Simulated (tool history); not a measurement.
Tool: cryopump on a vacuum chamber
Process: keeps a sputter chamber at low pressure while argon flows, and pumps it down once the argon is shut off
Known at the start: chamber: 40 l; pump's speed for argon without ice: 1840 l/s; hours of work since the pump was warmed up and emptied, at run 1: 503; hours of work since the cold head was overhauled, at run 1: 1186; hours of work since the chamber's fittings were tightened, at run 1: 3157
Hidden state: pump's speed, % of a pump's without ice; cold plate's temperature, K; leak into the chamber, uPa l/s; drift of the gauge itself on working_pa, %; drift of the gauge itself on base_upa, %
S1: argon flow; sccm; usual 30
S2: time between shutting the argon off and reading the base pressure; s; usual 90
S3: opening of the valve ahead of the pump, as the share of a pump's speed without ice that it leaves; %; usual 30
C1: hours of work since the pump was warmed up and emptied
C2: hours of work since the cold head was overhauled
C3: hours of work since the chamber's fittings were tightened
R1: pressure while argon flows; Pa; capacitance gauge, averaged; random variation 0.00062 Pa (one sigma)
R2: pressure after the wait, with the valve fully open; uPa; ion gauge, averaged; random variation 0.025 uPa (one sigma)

run   hour  S1  S2  S3   C1    C2    C3      R1    R2
  1    0.0  30  90  30  503  1186  3157  0.0982  2.58
  2   56.8  33  90  30  540  1223  3194  0.1081  2.66
  3  107.3  30  90  25  573  1256  3227  0.1168  2.71
  4  176.0  30  90  30  618  1300  3272  0.0989  2.86
     261.1  -- pump warmed up, emptied and cooled again
  5  276.2  30  90  30   10  1363  3334  0.0926  2.36
  6  372.1  30  90  15   72  1425  3396  0.1845  2.47
  7  453.5  37  25  39  125  1478  3449  0.0898  4.62
  8  497.3  37  25  39  154  1507  3478  0.0895  4.67
  9  582.3  49  75  30  209  1562  3533  0.1533  2.77

The next listed run, before its measurement:
 10  664.0  49  75  30  263  1615  3587   ?   ?

Run 10 gave R1 0.1558 Pa, R2 2.81 uPa.
Without the tool's hidden state the same run would have given R1 0.1512 Pa, R2 1.11 uPa.
